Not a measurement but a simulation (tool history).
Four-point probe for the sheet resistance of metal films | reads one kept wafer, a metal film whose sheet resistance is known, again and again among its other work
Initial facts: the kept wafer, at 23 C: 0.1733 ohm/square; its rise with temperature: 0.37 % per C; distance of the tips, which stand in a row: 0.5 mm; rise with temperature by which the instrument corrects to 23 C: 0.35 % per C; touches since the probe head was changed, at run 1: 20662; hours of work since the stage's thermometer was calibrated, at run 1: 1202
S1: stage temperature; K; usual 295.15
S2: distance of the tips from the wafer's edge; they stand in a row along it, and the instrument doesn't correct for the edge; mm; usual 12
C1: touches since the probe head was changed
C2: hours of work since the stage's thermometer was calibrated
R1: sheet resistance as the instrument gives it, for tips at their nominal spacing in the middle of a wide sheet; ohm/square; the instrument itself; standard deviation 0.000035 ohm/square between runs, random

run	hour	S1	S2	C1	C2	R1
1	0	295.15	12	20662	1202	0.1713
2	58.2	295.15	12	21371	1235	0.171273
3	89.9	295.15	12	21757	1253	0.17124
4	134.1	296.15	12	22295	1278	0.171257
5	196.9	296.15	31	23060	1314	0.171151
6	237.9	296.15	31	23559	1337	0.171101
7	291.6	295.15	9	24214	1368	0.171342
8	337.4	295.15	12	24772	1393	0.171178
9	385.9	295.15	12	25363	1421	0.171191
10	442.3	295.15	5	26049	1453	0.171915
11	475.3	295.15	12	26451	1472	0.171143
12	510.8	295.15	12	26883	1492	0.171162
# hour 547: stage's thermometer calibrated
13	553.4	295.15	12	27396	4	0.171395
14	610	294.15	13	28085	36	0.171321
15	652.4	294.15	13	28602	60	0.171265
16	690.6	293.15	6	29067	82	0.171736
17	717.6	293.15	6	29396	97	0.171813
18	756.6	306.15	37	29870	119	0.171553
19	815.2	301.15	3	30584	152	0.173913
20	852.7	301.15	3	31041	174	0.17385
21	914.5	292.15	4	31794	209	0.172401
22	944.5	292.15	4	32160	226	0.172451
23	979.7	300.15	47	32588	246	0.171257
24	1014	300.15	47	33006	265	0.171199
25	1045.1	300.15	47	33384	283	0.171212
26	1083.4	294.15	13	33851	305	0.171118

What if the next run were any one of these 4? Each begins from the tool's condition after run 26:
A	1124.1	296.15	20	34347	328	?
B	1124.1	294.15	25	34347	328	?
C	1124.1	304.15	13	34347	328	?
D	1124.1	293.15	12	34347	328	?

run	R1
A	0.171106
B	0.170993
C	0.171455
D	0.171102
With no hidden state in the tool, these same runs would have given:
run	R1
A	0.173359
B	0.173246
C	0.173709
D	0.173356
